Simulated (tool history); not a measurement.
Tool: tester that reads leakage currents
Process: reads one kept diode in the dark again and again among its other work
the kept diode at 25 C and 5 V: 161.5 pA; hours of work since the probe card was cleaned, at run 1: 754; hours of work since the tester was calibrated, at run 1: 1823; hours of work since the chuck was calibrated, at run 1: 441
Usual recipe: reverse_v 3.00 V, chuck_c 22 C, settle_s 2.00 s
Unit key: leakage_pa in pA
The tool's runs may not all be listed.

run   hour  reverse_v  chuck_c  settle_s  hours of work since the probe card was cleaned  hours of work since the tester was calibrated  hours of work since the chuck was calibrated  leakage_pa
  1    0.0       3.00       22      2.00                                             754                                           1823                                           441      111.37
  2   44.4       3.00       22      2.00                                             789                                           1858                                           476      112.63
  3   76.1       3.00       22      2.00                                             814                                           1883                                           501      112.19
  4  144.7       3.00       22      2.00                                             868                                           1937                                           555      113.25
     150.8  -- probe card cleaned and baked
  5  214.1       3.00       33      2.00                                              50                                           1990                                           608      258.00
  6  271.0       3.00       33      2.00                                              95                                           2034                                           652      257.84
  7  320.2       1.06       28      7.35                                             133                                           2073                                           691      114.69
  8  377.7       3.00       22      1.53                                             179                                           2118                                           736      117.41
     420.7  -- probe card cleaned and baked, once more
  9  435.1       5.06       22      1.57                                              11                                           2161                                           779      142.40
 10  468.4       1.03       23      6.55                                              38                                           2187                                           805       77.50
 11  506.8       1.47       32      2.00                                              68                                           2218                                           836      178.01
 12  563.9       1.47       32      2.00                                             113                                           2263                                           881      179.18

Each row is a separate what-if for the run after 12, all from the same tool condition, not one after another. Results?
  A  603.1       1.60       22      8.40                                             144                                           2293                                           911           ?
  B  603.1       3.00       22      0.90                                             144                                           2293                                           911           ?
  C  603.1       8.52       27      1.81                                             144                                           2293                                           911           ?

run  leakage_pa
  A       87.94
  B      115.61
  C      264.81
Without the tool's unlogged condition, the same runs would have read:
run  leakage_pa
  A       78.41
  B      102.95
  C      236.38

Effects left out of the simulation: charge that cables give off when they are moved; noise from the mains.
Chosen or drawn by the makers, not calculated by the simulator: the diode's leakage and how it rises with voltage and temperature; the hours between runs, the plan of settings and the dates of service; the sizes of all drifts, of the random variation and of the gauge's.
